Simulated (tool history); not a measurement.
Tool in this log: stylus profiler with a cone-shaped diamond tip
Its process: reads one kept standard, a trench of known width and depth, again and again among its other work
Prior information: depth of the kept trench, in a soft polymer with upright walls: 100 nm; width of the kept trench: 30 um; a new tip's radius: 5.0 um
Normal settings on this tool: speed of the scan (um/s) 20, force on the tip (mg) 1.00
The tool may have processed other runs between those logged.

run    hour  speed of the scan (um/s)  force on the tip (mg)  depth of the trench (Å)  width of the trench's floor (um)
  1     0.0                        20                   1.00                   1005.9                             27.88
  2    63.5                        20                   1.00                   1007.4                             27.93
  3   104.5                        20                   1.00                   1006.8                             27.90
  4   176.7                        20                   1.00                   1006.4                             27.92
  5   250.7                        20                   1.00                   1006.5                             27.94
  6   282.5                        20                   1.00                   1006.6                             27.92
  7   343.1                        20                   1.00                   1007.3                             27.97
  8   415.0                        61                   1.00                   1006.2                             27.86
  9   476.7                        20                   1.00                   1006.3                             27.97
 10   519.7                        20                   1.00                   1006.2                             27.91
 11   576.6                        20                   1.00                   1007.3                             27.96
 12   615.6                        20                   1.00                   1006.2                             28.00
 13   677.0                        20                   1.00                   1005.9                             27.94
 14   748.8                        20                   1.00                   1006.5                             27.92
 15   795.5                        17                   1.35                   1008.3                             27.97
 16   866.5                        62                   1.35                   1007.8                             27.84
 17   899.1                        62                   1.35                   1007.6                             27.83
 18   941.4                        62                   1.35                   1008.2                             27.80
 19   980.4                        62                   1.35                   1008.0                             27.84
 20  1026.3                         6                   1.12                   1007.2                             28.00
 21  1091.8                        30                   2.32                   1011.9                             27.91

Expected results for the next run?
 22  1156.9                        43                   2.26                        ?                                 ?

Run 22 yielded depth of the trench (Å) 1011.5, width of the trench's floor (um) 27.93.
Without the tool's hidden state the same run would have given depth of the trench (Å) 1011.6, width of the trench's floor (um) 27.94.
